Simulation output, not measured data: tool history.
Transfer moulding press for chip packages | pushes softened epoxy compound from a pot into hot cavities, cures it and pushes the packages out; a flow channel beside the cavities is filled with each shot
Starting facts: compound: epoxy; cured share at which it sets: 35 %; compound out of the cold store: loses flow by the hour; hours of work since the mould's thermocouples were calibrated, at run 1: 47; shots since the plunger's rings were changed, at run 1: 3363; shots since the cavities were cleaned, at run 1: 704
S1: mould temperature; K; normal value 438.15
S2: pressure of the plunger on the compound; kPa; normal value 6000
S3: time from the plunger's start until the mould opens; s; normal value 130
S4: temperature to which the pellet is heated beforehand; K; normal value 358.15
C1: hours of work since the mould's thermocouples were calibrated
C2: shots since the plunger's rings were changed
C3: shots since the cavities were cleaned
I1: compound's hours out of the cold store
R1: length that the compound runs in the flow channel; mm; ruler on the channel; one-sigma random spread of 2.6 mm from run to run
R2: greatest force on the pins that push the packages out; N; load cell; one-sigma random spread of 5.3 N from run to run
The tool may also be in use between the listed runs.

run	day	S1	S2	S3	S4	C1	C2	C3	I1	R1	R2
1	0.000	438.15	6000	130	358.15	47	3363	704	43.9	594	189
2	1.058	435.15	6000	130	358.15	59	3546	887	43.1	603	180
# day 1.671: cavities cleaned with cleaning compound and waxed
3	2.925	435.15	4660	130	358.15	79	3857	216	40.9	536	190
4	4.712	435.15	4660	130	358.15	100	4166	525	19.3	604	205
5	6.596	435.15	4660	130	358.15	122	4492	851	12.3	623	207
# day 7.454: cavities cleaned with cleaning compound and waxed
6	7.617	435.15	4660	130	363.15	133	4658	29	28.4	578	193
7	8.738	438.15	6000	130	366.15	145	4852	223	32.9	632	173
# day 8.954: plunger's sealing rings changed
8	9.650	438.15	6000	130	366.15	155	120	362	32.4	637	191
9	10.496	438.15	6000	130	366.15	164	266	508	9.4	718	192
10	11.862	438.15	6000	130	354.15	180	502	744	14.6	697	182
# day 13.250: cavities cleaned with cleaning compound and waxed
11	13.300	438.15	6000	130	354.15	196	740	9	46.3	588	169
12	14.996	438.15	6000	130	354.15	215	1033	302	43.9	595	176
13	16.596	437.15	4720	130	358.15	234	1309	578	18.4	609	180
14	18.267	437.15	4720	130	355.15	253	1599	868	17.5	610	189
# day 18.933: cavities cleaned with cleaning compound and waxed
15	19.588	437.15	4720	130	355.15	267	1816	114	45.5	521	185
16	20.483	435.15	6000	111	358.15	277	1971	269	15.4	697	250

Expected results for the next run?
17	22.208	435.15	6000	111	358.15	297	2268	566	47.3	?	?

R1: 584 mm
R2: 235 N
Take away the tool's hidden state, keep the run-to-run variation as it was, and the same run would have given R1 584 mm, R2 233 N.
